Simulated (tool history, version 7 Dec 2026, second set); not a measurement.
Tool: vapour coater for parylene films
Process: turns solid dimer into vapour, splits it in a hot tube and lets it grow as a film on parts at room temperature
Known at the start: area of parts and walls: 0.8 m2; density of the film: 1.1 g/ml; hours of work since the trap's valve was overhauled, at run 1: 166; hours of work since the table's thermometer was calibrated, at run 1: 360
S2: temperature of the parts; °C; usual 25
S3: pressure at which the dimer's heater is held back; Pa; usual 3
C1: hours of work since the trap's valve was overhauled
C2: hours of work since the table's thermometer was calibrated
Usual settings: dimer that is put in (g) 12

Run 1, hour 0: usual settings; C1 166; C2 360. Result: thickness of the film (µm) 6.46.
Run 2, hour 8.1: usual settings; C1 173; C2 367. Result: thickness of the film (µm) 6.46.
Run 3, hour 24.8: usual settings; C1 188; C2 382. Result: thickness of the film (µm) 6.46.
Run 4, hour 33.7: usual settings but S3 5.79 Pa; C1 196; C2 390. Result: thickness of the film (µm) 6.04.
Run 5, hour 51.2: usual settings but S3 5.79 Pa; C1 211; C2 406. Result: thickness of the film (µm) 5.95.
Run 6, hour 68.2: usual settings but S3 5.79 Pa; C1 226; C2 421. Result: thickness of the film (µm) 6.
Run 7, hour 76.2: usual settings; C1 233; C2 428. Result: thickness of the film (µm) 6.47.
Run 8, hour 84: usual settings; C1 240; C2 435. Result: thickness of the film (µm) 6.5.
Run 9, hour 96.7: usual settings; C1 252; C2 446. Result: thickness of the film (µm) 6.46.
Run 10, hour 112.7: usual settings; C1 266; C2 460. Result: thickness of the film (µm) 6.47.
Run 11, hour 131.8: usual settings; C1 283; C2 477. Result: thickness of the film (µm) 6.37.
At hour 136.7: trap's valve overhauled.
Run 12, hour 150.2: usual settings; C1 12; C2 490. Result: thickness of the film (µm) 6.18.
Run 13, hour 159: usual settings; C1 20; C2 498. Result: thickness of the film (µm) 6.15.
Run 14, hour 167.2: usual settings; C1 27; C2 505. Result: thickness of the film (µm) 6.13.
Run 15, hour 178: usual settings but dimer that is put in (g) 8; C1 37; C2 515. Result: thickness of the film (µm) 4.09.
Run 16, hour 196.5: usual settings but dimer that is put in (g) 8; C1 53; C2 531. Result: thickness of the film (µm) 4.19.
Run 17, hour 205: usual settings but dimer that is put in (g) 8; C1 61; C2 539. Result: thickness of the film (µm) 4.1.
Run 18, hour 218.1: usual settings but dimer that is put in (g) 8; C1 72; C2 550. Result: thickness of the film (µm) 4.12.
Run 19, hour 233.8: usual settings but dimer that is put in (g) 8; C1 86; C2 564. Result: thickness of the film (µm) 4.1.
At hour 242.4: trap's valve overhauled, once more.
Run 20, hour 253: usual settings but dimer that is put in (g) 8, S2 35 °C; C1 9; C2 578. Result: thickness of the film (µm) 2.79.
Run 21, hour 263.4: usual settings but dimer that is put in (g) 8, S2 35 °C; C1 19; C2 587. Result: thickness of the film (µm) 2.76.
Run 22, hour 277.9: usual settings but dimer that is put in (g) 8, S2 35 °C; C1 32; C2 600. Result: thickness of the film (µm) 2.74.
Run 23, hour 288.9: usual settings but dimer that is put in (g) 8, S2 35 °C; C1 41; C2 610. Result: thickness of the film (µm) 2.77.
Run 24, hour 297.2: usual settings but dimer that is put in (g) 7, S2 22 °C, S3 5.82 Pa; C1 49; C2 617. Result: thickness of the film (µm) 4.12.
Run 25, hour 309: usual settings but dimer that is put in (g) 6; C1 59; C2 628. Result: thickness of the film (µm) 3.21.
Run 26, hour 328.1: usual settings; C1 76; C2 645. Result: thickness of the film (µm) 6.57.
Run 27, hour 347.3: usual settings but S2 20 °C, S3 2.02 Pa; C1 93; C2 662. Result: thickness of the film (µm) 8.62.
Run 28, hour 359: usual settings but dimer that is put in (g) 8, S2 35 °C, S3 5.22 Pa; C1 104; C2 672. Result: thickness of the film (µm) 2.53.
Run 29, hour 376.7: usual settings but dimer that is put in (g) 8, S2 29 °C, S3 11.97 Pa; C1 119; C2 688. Result: thickness of the film (µm) 3.09.
Run 30, hour 388.8: usual settings but S3 6.5 Pa; C1 130; C2 699. Result: thickness of the film (µm) 5.89.
Run 31, hour 404.7: usual settings but S3 6.5 Pa; C1 144; C2 713. Result: thickness of the film (µm) 5.93.
Run 32, hour 413: usual settings but dimer that is put in (g) 7, S2 22 °C; C1 152; C2 720. Result: thickness of the film (µm) 4.33.
Run 33, hour 426.1: usual settings but dimer that is put in (g) 7, S2 22 °C; C1 163; C2 732. Result: thickness of the film (µm) 4.21.
Run 34, hour 436.7: usual settings but dimer that is put in (g) 7, S2 22 °C; C1 173; C2 741. Result: thickness of the film (µm) 4.34.
Run 35, hour 453.5: usual settings but dimer that is put in (g) 17, S2 18 °C, S3 2.63 Pa; C1 188; C2 756. Result: thickness of the film (µm) 12.67.
Run 36, hour 464.5: usual settings but dimer that is put in (g) 17, S2 18 °C, S3 2.63 Pa; C1 197; C2 766. Result: thickness of the film (µm) 12.55.
Run 37, hour 478.9: usual settings but S2 29 °C, S3 2.04 Pa; C1 210; C2 779. Result: thickness of the film (µm) 5.52.
Run 38, hour 494.6: usual settings but S2 29 °C, S3 5.44 Pa; C1 224; C2 793. Result: thickness of the film (µm) 4.9.
Run 39, hour 505.2: usual settings but S2 32 °C; C1 234; C2 802. Result: thickness of the film (µm) 4.54.
Run 40, hour 515.3: usual settings but dimer that is put in (g) 8, S2 29 °C; C1 243; C2 811. Result: thickness of the film (µm) 3.51.
Run 41, hour 533.1: usual settings but dimer that is put in (g) 8, S2 29 °C; C1 258; C2 827. Result: thickness of the film (µm) 3.47.
Run 42, hour 547.2: usual settings but dimer that is put in (g) 8, S2 26 °C, S3 2.08 Pa; C1 271; C2 839. Result: thickness of the film (µm) 4.18.
Run 43, hour 555.1: usual settings but dimer that is put in (g) 10, S2 28 °C, S3 4.77 Pa; C1 278; C2 847. Result: thickness of the film (µm) 4.33.

5 ways to go on from here, each from the tool as it stands after run 43. What would each give?
At hour 565.8: trap's valve overhauled.
Run A, hour 569.9: usual settings but dimer that is put in (g) 10, S2 31 °C, S3 4.77 Pa; C1 4; C2 856. Result: thickness of the film (µm) ?.
At hour 565.8: trap's valve overhauled.
Run B, hour 569.9: usual settings but dimer that is put in (g) 9, S2 34 °C, S3 2.38 Pa; C1 4; C2 856. Result: thickness of the film (µm) ?.
At hour 565.8: trap's valve overhauled.
Run C, hour 569.9: usual settings but dimer that is put in (g) 15, S2 28 °C, S3 3.11 Pa; C1 4; C2 856. Result: thickness of the film (µm) ?.
At hour 565.8: trap's valve overhauled.
Run D, hour 569.9: usual settings but dimer that is put in (g) 5, S3 3.93 Pa; C1 4; C2 856. Result: thickness of the film (µm) ?.
At hour 565.8: trap's valve overhauled.
Run E, hour 569.9: usual settings but dimer that is put in (g) 7; C1 4; C2 856. Result: thickness of the film (µm) ?.

run  thickness of the film (µm)
  A                        3.95
  B                        3.35
  C                        7.19
  D                        2.64
  E                        3.85
Without the tool's hidden state the same runs would have given:
run  thickness of the film (µm)
  A                        3.98
  B                        3.37
  C                        7.25
  D                        2.66
  E                        3.89
